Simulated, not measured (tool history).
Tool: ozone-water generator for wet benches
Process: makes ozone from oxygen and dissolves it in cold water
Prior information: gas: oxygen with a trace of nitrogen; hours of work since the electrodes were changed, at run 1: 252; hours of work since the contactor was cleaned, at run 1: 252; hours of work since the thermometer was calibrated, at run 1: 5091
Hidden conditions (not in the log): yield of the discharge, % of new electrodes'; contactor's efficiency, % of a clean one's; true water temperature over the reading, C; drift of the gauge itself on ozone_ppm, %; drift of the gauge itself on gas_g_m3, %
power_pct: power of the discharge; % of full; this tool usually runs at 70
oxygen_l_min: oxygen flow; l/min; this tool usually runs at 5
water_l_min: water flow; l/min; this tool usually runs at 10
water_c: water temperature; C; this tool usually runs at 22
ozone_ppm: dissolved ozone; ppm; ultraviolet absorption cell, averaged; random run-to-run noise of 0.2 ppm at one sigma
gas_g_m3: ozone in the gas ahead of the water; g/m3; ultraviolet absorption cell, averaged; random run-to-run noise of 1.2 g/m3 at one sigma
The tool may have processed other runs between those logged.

run,hour,power_pct,oxygen_l_min,water_l_min,water_c,hours of work since the electrodes were changed,hours of work since the contactor was cleaned,hours of work since the thermometer was calibrated,ozone_ppm,gas_g_m3
1,0,70,5,10,22,252,252,5091,29.1,227
2,48.6,70,5,10,22,285,285,5124,29,227.3
3,92.2,70,5,10,22,314,314,5153,29.2,226.9
4,152.5,70,5,10,22,355,355,5194,29.1,227.3
5,210.3,70,5,10,22,394,394,5233,29.3,229.1
6,245.7,70,5,10,22,418,418,5257,29.7,228
7,300.9,70,5,10,22,455,455,5294,29,227.1
8,339,70,5.98,10,22,481,481,5320,28.6,209.2
9,368.5,70,5,10,22,501,501,5340,29,227
# hour 374.3: water thermometer calibrated
10,398.6,70,5,10,22,521,521,16,29,226.1
11,449.9,70,5,10,22,555,555,51,28.9,225.1
# hour 481.3: water thermometer calibrated, once more
12,500.3,70,5,10,22,589,589,13,29.2,225.2
13,548.3,70,5,10,22,622,622,45,29.4,226.9
14,609,70,5,10,22,663,663,86,29.4,226.5
15,661.5,70,5,10,22,698,698,122,29.4,227.5
16,690.7,70,5,7,22,718,718,141,37.3,223.2
17,730.6,70,5,7,22,745,745,168,36.5,228.8
18,763.5,41,3.94,10,15,767,767,191,25,190.4
19,802.9,70,4.8,6,18,794,794,217,44,229.1
20,838.1,70,4.8,6,18,817,817,241,44,230.4
21,878.3,70,5,8,22,844,844,268,33.5,225.9
22,914.4,70,5,8,22,869,869,293,33.5,226.3
23,967.3,70,5,14,22,905,905,328,22,227.1
24,1020.6,61,4.75,10,15,941,941,364,30.5,213.8
25,1060,61,4.75,10,15,967,967,391,30.7,213.4
26,1111.4,61,6.63,12,21,1002,1002,426,23.5,184.7
27,1170.2,85,3.4,14,15,1042,1042,465,26.2,293.2
28,1224.9,74,3.36,6,25,1079,1079,502,39.9,274.6
29,1278.6,70,3.82,10,22,1115,1115,539,29,250.8
30,1334.4,70,3.82,10,22,1153,1153,576,29.2,251.2
31,1360.6,70,3.82,10,22,1170,1170,594,28.7,252.5
32,1409.4,70,5.21,12,22,1203,1203,627,25,218.1

Predict each of these 4 candidate next runs independently; none follows another, all start after run 32:
A,1461.3,70,8.26,12,22,1238,1238,662,?,?
B,1461.3,70,5,9,22,1238,1238,662,?,?
C,1461.3,70,5,14,24,1238,1238,662,?,?
D,1461.3,70,6.37,7,22,1238,1238,662,?,?

run,ozone_ppm,gas_g_m3
A,23.8,182.2
B,30.8,223.2
C,21,224.5
D,34.8,200.8
With the hidden condition removed and each run's random variation left untouched, the same runs would have given:
run,ozone_ppm,gas_g_m3
A,24.6,185.9
B,31.7,227.7
C,21.7,229
D,35.8,204.8

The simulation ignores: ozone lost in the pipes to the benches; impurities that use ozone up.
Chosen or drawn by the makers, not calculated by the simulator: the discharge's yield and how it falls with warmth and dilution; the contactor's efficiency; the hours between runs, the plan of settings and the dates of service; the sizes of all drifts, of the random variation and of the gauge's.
